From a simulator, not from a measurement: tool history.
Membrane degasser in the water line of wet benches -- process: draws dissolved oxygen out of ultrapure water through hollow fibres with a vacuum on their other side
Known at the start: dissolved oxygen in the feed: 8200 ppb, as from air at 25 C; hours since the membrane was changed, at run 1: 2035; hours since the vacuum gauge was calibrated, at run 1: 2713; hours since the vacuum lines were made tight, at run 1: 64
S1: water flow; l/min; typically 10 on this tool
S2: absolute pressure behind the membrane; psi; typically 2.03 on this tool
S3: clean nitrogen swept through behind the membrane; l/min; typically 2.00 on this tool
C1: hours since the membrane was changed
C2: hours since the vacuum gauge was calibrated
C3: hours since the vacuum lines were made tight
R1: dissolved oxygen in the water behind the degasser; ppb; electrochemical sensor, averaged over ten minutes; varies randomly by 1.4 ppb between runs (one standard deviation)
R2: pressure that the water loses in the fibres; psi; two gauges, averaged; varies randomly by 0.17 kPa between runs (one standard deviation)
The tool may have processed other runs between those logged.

run 1 hour=0.0 | S1=10 S2=2.03 S3=2.00 | C1=2035 C2=2713 C3=64 | R1=142.8 R2=4.157
run 2 hour=68.9 | S1=10 S2=2.03 S3=2.00 | C1=2104 C2=2782 C3=133 | R1=142.9 R2=4.203
run 3 hour=191.4 | S1=10 S2=2.03 S3=2.00 | C1=2227 C2=2904 C3=255 | R1=142.4 R2=4.177
run 4 hour=311.0 | S1=10 S2=2.03 S3=2.00 | C1=2346 C2=3024 C3=375 | R1=141.4 R2=4.176
run 5 hour=374.5 | S1=10 S2=2.03 S3=2.00 | C1=2410 C2=3087 C3=438 | R1=143.1 R2=4.152
run 6 hour=470.0 | S1=10 S2=1.54 S3=2.00 | C1=2505 C2=3183 C3=534 | R1=102.9 R2=4.216
run 7 hour=587.8 | S1=10 S2=1.54 S3=2.00 | C1=2623 C2=3301 C3=652 | R1=102.6 R2=4.168
run 8 hour=676.6 | S1=10 S2=1.44 S3=5.39 | C1=2712 C2=3389 C3=740 | R1=44.8 R2=4.210
run 9 hour=788.9 | S1=15 S2=3.80 S3=3.20 | C1=2824 C2=3502 C3=853 | R1=308.2 R2=6.351
run 10 hour=911.2 | S1=15 S2=3.80 S3=3.20 | C1=2946 C2=3624 C3=975 | R1=311.1 R2=6.258

Results for each run, recomputed without the tool's hidden state and with each run's random variation untouched:
The hidden state here: membrane still open, %; true pressure behind the membrane over the reading, kPa; air that leaks in behind the membrane, l/min; drift of the gauge itself on oxygen_ppb, %; drift of the gauge itself on loss_of_pressure_kpa, %.
run=1 R1=141.4 R2=4.099
run=2 R1=141.4 R2=4.144
run=3 R1=140.6 R2=4.112
run=4 R1=139.4 R2=4.107
run=5 R1=140.9 R2=4.083
run=6 R1=100.6 R2=4.144
run=7 R1=100.2 R2=4.093
run=8 R1=42.9 R2=4.132
run=9 R1=301.6 R2=6.229
run=10 R1=304.1 R2=6.132
